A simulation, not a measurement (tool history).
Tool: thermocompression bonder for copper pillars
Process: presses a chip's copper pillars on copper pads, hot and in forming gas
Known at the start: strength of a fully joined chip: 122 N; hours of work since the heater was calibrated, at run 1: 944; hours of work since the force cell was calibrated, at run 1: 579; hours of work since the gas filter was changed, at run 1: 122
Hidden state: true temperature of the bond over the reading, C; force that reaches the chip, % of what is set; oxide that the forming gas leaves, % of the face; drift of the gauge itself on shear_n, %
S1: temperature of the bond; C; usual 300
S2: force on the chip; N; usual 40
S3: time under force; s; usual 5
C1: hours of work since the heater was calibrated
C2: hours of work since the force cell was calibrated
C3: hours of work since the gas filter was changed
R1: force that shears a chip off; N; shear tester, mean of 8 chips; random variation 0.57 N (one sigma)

run,hour,S1,S2,S3,C1,C2,C3,R1
1,0.0,300,40,5,944,579,122,74.6
2,21.9,300,40,5,954,589,132,74.4
3,63.7,300,40,5,972,607,151,74.3
4,85.1,300,34,5,982,617,160,69.3
5,117.7,300,40,5,996,631,174,73.5
6,145.2,300,40,7,1008,643,187,81.6
7,180.7,300,44,7,1024,659,202,83.5
8,203.7,300,40,6,1034,669,213,76.8
9,239.0,300,31,5,1050,685,228,65.8
10,261.3,300,31,5,1060,695,238,65.6
# hour 266.0: force cell calibrated
11,304.7,280,31,5,1078,17,257,52.1
12,322.6,280,34,5,1086,25,265,54.1
13,345.7,312,40,5,1096,35,275,80.0
14,388.9,312,40,5,1115,54,294,79.7
15,432.8,312,40,5,1135,74,313,78.6
16,471.6,312,40,5,1152,91,330,79.1
# hour 490.1: forming gas filter changed
17,492.0,312,40,5,1161,100,1,83.3
18,513.2,312,40,14,1170,109,10,103.4
# hour 528.3: force cell calibrated, once more
19,539.9,300,40,5,1181,5,21,75.7
20,560.3,300,43,5,1190,14,30,78.2
21,600.4,285,40,8,1208,32,48,75.3
22,631.0,328,40,5,1222,45,62,93.6
23,651.4,328,40,5,1231,54,71,93.6
24,674.7,311,28,13,1241,65,81,91.8
25,695.5,311,28,13,1250,74,90,91.5
26,738.0,311,28,13,1269,93,109,91.6
27,758.0,311,28,13,1278,102,118,92.8
28,778.1,311,40,5,1287,111,127,81.3
29,801.2,300,40,4,1297,121,137,69.3
30,843.2,300,40,4,1316,139,156,70.2
31,881.1,300,40,4,1332,156,172,69.7
32,924.3,321,24,3,1351,175,191,61.7
33,946.1,321,24,3,1361,185,201,61.8
34,975.8,321,24,3,1374,198,214,62.0
35,1016.3,300,29,7,1392,216,232,70.9
36,1052.1,272,35,10,1408,232,248,64.1
37,1096.2,272,35,10,1428,251,268,63.8
38,1116.2,272,35,10,1436,260,276,62.5
39,1136.1,322,32,10,1445,269,285,94.9

4 ways to go on from here, each from the tool as it stands after run 39. What would each give?
A,1156.6,325,24,4,1454,278,294,?
B,1156.6,325,40,14,1454,278,294,?
C,1156.6,300,39,5,1454,278,294,?
D,1156.6,322,47,3,1454,278,294,?

run,R1
A,69.3
B,105.5
C,71.5
D,81.0
Without the tool's hidden state the same runs would have given:
run,R1
A,76.2
B,112.4
C,78.9
D,88.5
